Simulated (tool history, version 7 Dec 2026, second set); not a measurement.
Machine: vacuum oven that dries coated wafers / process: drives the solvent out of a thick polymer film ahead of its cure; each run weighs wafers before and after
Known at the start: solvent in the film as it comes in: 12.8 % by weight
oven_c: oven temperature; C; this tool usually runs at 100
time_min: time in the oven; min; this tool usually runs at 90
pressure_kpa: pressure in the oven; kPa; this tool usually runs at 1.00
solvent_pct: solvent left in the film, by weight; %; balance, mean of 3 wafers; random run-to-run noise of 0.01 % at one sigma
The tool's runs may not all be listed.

run,day,oven_c,time_min,pressure_kpa,solvent_pct
1,0.000,100,90,1.00,1.82
2,0.938,100,90,1.00,1.83
3,2.258,100,90,1.00,1.83
4,4.033,100,90,1.00,1.79
5,5.446,100,90,1.00,1.79
6,6.825,100,90,1.00,1.80
7,7.925,100,90,1.00,1.77
8,9.200,100,90,1.00,1.77
9,10.242,100,90,1.00,1.77
10,11.933,100,90,1.00,1.77
11,13.812,100,90,1.07,1.77
12,15.112,100,90,1.00,1.76
13,17.112,100,90,1.00,1.74
14,18.608,100,90,1.00,1.71
15,20.258,100,90,1.00,1.70
16,21.354,100,90,1.00,1.70
# day 22.371: oven's thermocouples calibrated
17,22.800,100,90,1.00,1.91
18,24.479,100,90,1.00,1.90
19,26.154,100,90,1.00,1.88
20,28.171,100,90,1.00,1.89
21,29.525,100,90,1.00,1.86
22,31.433,100,90,1.00,1.88
23,32.517,100,90,1.00,1.85
24,34.421,100,90,1.00,1.85
25,36.500,95,143,1.39,1.79
26,38.233,111,143,3.27,0.94
27,40.288,100,59,2.39,3.51
28,41.446,100,59,2.39,3.51
29,43.471,100,59,2.39,3.48
30,44.896,98,46,0.73,4.40
31,46.362,98,80,2.77,3.11
32,47.700,100,46,0.86,3.90
33,48.779,100,46,0.86,3.89
34,50.475,100,46,0.86,3.88
35,52.483,100,46,0.86,3.85
36,54.496,109,71,0.76,0.80
37,56.625,109,62,1.46,1.20
38,58.438,114,46,2.41,1.27
# day 59.679: oven's thermocouples calibrated
39,59.833,114,46,2.41,1.47
40,62.021,101,46,0.58,3.84
41,63.788,101,74,0.82,2.26
42,65.921,101,74,0.82,2.25
43,66.900,100,70,3.57,3.47
44,68.188,96,77,1.00,3.36
45,70.221,87,92,0.62,5.07
46,71.421,87,155,0.76,3.28
47,72.708,100,90,1.62,2.11

Measured less the same run without the tool's hidden state. The same run-to-run variation is in both; the gauge's scatter may not be:
Hidden state present: true wafer temperature over the reading, C; true pressure over the reading, kPa; drift of the gauge itself on solvent_pct, %.
run,solvent_pct
1,-0.03
2,-0.03
3,-0.04
4,-0.05
5,-0.07
6,-0.07
7,-0.08
8,-0.09
9,-0.09
10,-0.10
11,-0.11
12,-0.12
13,-0.13
14,-0.14
15,-0.15
16,-0.16
17,+0.05
18,+0.04
19,+0.03
20,+0.02
21,+0.01
22,+0.00
23,-0.01
24,-0.02
25,+0.01
26,+0.09
27,-0.14
28,-0.15
29,-0.18
30,-0.21
31,-0.16
32,-0.23
33,-0.24
34,-0.26
35,-0.27
36,-0.04
37,-0.11
38,-0.12
39,+0.08
40,+0.04
41,+0.08
42,+0.07
43,+0.04
44,+0.04
45,+0.04
46,+0.10
47,+0.05
